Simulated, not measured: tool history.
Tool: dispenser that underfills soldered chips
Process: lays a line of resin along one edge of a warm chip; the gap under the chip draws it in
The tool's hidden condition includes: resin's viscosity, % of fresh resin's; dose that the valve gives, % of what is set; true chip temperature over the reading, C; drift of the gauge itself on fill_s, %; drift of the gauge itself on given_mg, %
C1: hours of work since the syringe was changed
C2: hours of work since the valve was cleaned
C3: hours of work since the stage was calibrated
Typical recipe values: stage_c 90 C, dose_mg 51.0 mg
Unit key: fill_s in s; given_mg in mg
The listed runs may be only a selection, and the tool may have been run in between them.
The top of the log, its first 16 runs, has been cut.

run 17 hour=88.4 | stage_c=102 dose_mg=51.0 | C1=7 C2=26 C3=145 | fill_s=82.6 given_mg=49.58
-- hour=92.3 new syringe of resin
run 18 hour=93.9 | stage_c=77 dose_mg=51.0 | C1=1 C2=30 C3=149 | fill_s=112.5 given_mg=49.59
run 19 hour=99.5 | stage_c=77 dose_mg=57.2 | C1=5 C2=34 C3=153 | fill_s=149.9 given_mg=55.08
run 20 hour=102.9 | stage_c=77 dose_mg=57.2 | C1=8 C2=37 C3=155 | fill_s=178.6 given_mg=55.24
-- hour=106.0 new syringe of resin
run 21 hour=106.8 | stage_c=78 dose_mg=47.5 | C1=1 C2=39 C3=158 | fill_s=105.8 given_mg=45.88
-- hour=112.2 dispensing valve cleaned and set on the balance
run 22 hour=112.2 | stage_c=86 dose_mg=64.1 | C1=4 C2=0 C3=161 | fill_s=99.4 given_mg=64.00
-- hour=120.2 new syringe of resin
run 23 hour=120.4 | stage_c=86 dose_mg=64.1 | C1=0 C2=6 C3=167 | fill_s=78.7 given_mg=63.73
run 24 hour=123.8 | stage_c=86 dose_mg=64.1 | C1=3 C2=8 C3=170 | fill_s=95.4 given_mg=63.41
run 25 hour=131.4 | stage_c=104 dose_mg=57.0 | C1=8 C2=14 C3=175 | fill_s=85.7 given_mg=56.36
-- hour=133.4 new syringe of resin
run 26 hour=137.2 | stage_c=102 dose_mg=58.9 | C1=3 C2=18 C3=180 | fill_s=61.1 given_mg=57.99
run 27 hour=143.8 | stage_c=102 dose_mg=58.9 | C1=8 C2=23 C3=184 | fill_s=86.5 given_mg=57.73
-- hour=146.5 new syringe of resin
run 28 hour=148.6 | stage_c=104 dose_mg=51.0 | C1=2 C2=27 C3=188 | fill_s=54.2 given_mg=50.04
run 29 hour=152.8 | stage_c=96 dose_mg=61.5 | C1=5 C2=30 C3=191 | fill_s=80.3 given_mg=59.64
run 30 hour=158.3 | stage_c=89 dose_mg=47.2 | C1=9 C2=34 C3=195 | fill_s=136.1 given_mg=45.73
-- hour=159.9 new syringe of resin
run 31 hour=163.7 | stage_c=105 dose_mg=44.7 | C1=3 C2=38 C3=199 | fill_s=61.0 given_mg=43.11
run 32 hour=169.8 | stage_c=104 dose_mg=56.0 | C1=7 C2=42 C3=203 | fill_s=81.2 given_mg=53.90
-- hour=171.3 dispensing valve cleaned and set on the balance
-- hour=174.2 new syringe of resin
run 33 hour=179.0 | stage_c=83 dose_mg=54.4 | C1=4 C2=5 C3=209 | fill_s=110.6 given_mg=54.04
run 34 hour=182.4 | stage_c=102 dose_mg=44.3 | C1=6 C2=8 C3=212 | fill_s=81.3 given_mg=43.88

Predict the results of run 35:
run 35 hour=186.1 | stage_c=82 dose_mg=65.9 | C1=9 C2=11 C3=215 | fill_s=? given_mg=?

{"run 35": {"fill_s": 161.7, "given_mg": 65.25}}
Were there no unlogged condition in the tool, this run, its random variation unchanged, would have produced fill_s 84.1 s, given_mg 65.87 mg.
